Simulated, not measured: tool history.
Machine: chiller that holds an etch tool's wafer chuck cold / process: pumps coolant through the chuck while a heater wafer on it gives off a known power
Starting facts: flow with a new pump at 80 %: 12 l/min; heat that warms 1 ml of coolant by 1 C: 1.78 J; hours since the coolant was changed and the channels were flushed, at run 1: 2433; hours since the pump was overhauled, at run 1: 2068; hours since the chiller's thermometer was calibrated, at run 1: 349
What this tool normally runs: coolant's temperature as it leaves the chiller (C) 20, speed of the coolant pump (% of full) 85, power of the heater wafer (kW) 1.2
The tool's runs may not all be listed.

run    hour  coolant's temperature as it leaves the chiller (C)  speed of the coolant pump (% of full)  power of the heater wafer (kW)  hours since the coolant was changed and the channels were flushed  hours since the pump was overhauled  hours since the chiller's thermometer was calibrated  chuck's temperature once it has settled (C)  how much warmer the coolant comes back (C)
  1       0                                                  20                                     85                             1.2                                                               2433                                 2068                                                   349                                         33.1                                        3.49
  2   182.1                                                  20                                     81                             1.2                                                               2615                                 2250                                                   531                                         33.6                                        3.69
  3   300.7                                                  20                                     81                             1.2                                                               2733                                 2369                                                   650                                         33.8                                        3.72
  4   425.5                                                  20                                     81                             1.2                                                               2858                                 2494                                                   774                                         33.8                                        3.72
  5   601.6                                                  20                                     81                             1.2                                                               3034                                 2670                                                   951                                         33.9                                         3.7
  6   693.1                                                  20                                     81                             1.2                                                               3126                                 2761                                                  1042                                         34.1                                        3.78
        713  -- coolant pump overhauled
  7   900.1                                                  20                                     81                             1.2                                                               3328                                  187                                                  1244                                         34.7                                        4.08
  8  1083.7                                                  20                                     85                             1.2                                                               3511                                  371                                                  1428                                         34.4                                        3.91
  9  1172.2                                                  10                                     75                             1.2                                                               3600                                  459                                                  1516                                         25.8                                        4.47
 10  1359.8                                                  10                                     75                             1.2                                                               3787                                  647                                                  1704                                         26.1                                        4.58
     1393.8  -- coolant changed, channels flushed
 11  1463.5                                                  20                                     82                             1.2                                                                 70                                  745                                                  1802                                         32.6                                        4.16
     1559.1  -- coolant pump overhauled, once more
 12    1580                                                  20                                     86                             1.2                                                                181                                   21                                                  1913                                           31                                        3.13
 13  1724.2                                                  16                                     69                           0.771                                                                325                                  165                                                  2057                                         23.9                                        2.57
 14  1907.2                                                  16                                     90                           1.375                                                                508                                  348                                                  2240                                         28.2                                        3.37
 15  2059.3                                                  17                                     65                             1.2                                                                660                                  500                                                  2392                                         30.2                                        4.37
 16  2234.1                                                  16                                     99                           0.708                                                                835                                  675                                                  2567                                           22                                        1.59

Hidden state or all else? Some run-to-run changes of chuck's temperature once it has settled (C), split into what the settings, what came in and random variation would give without the hidden state, and what is left for the hidden state (with any gauge scatter that isn't in both results):
Hidden state present: heat passed by the chuck's channels, % of clean ones'; flow at a given pump speed, % of a new pump's; coolant's true temperature over the reading, C; drift of the gauge itself on chuck_c, C; drift of the gauge itself on warmer_back_c, C.
Run 8 -> 9: coolant's temperature as it leaves the chiller (C) 20 -> 10, speed of the coolant pump (% of full) 85 -> 75. chuck's temperature once it has settled (C) -8.6: hidden state +0.4, all else -9.
Run 10 -> 11: coolant's temperature as it leaves the chiller (C) 10 -> 20, speed of the coolant pump (% of full) 75 -> 82, coolant changed, channels flushed. chuck's temperature once it has settled (C) +6.5: hidden state -2.8, all else +9.3.
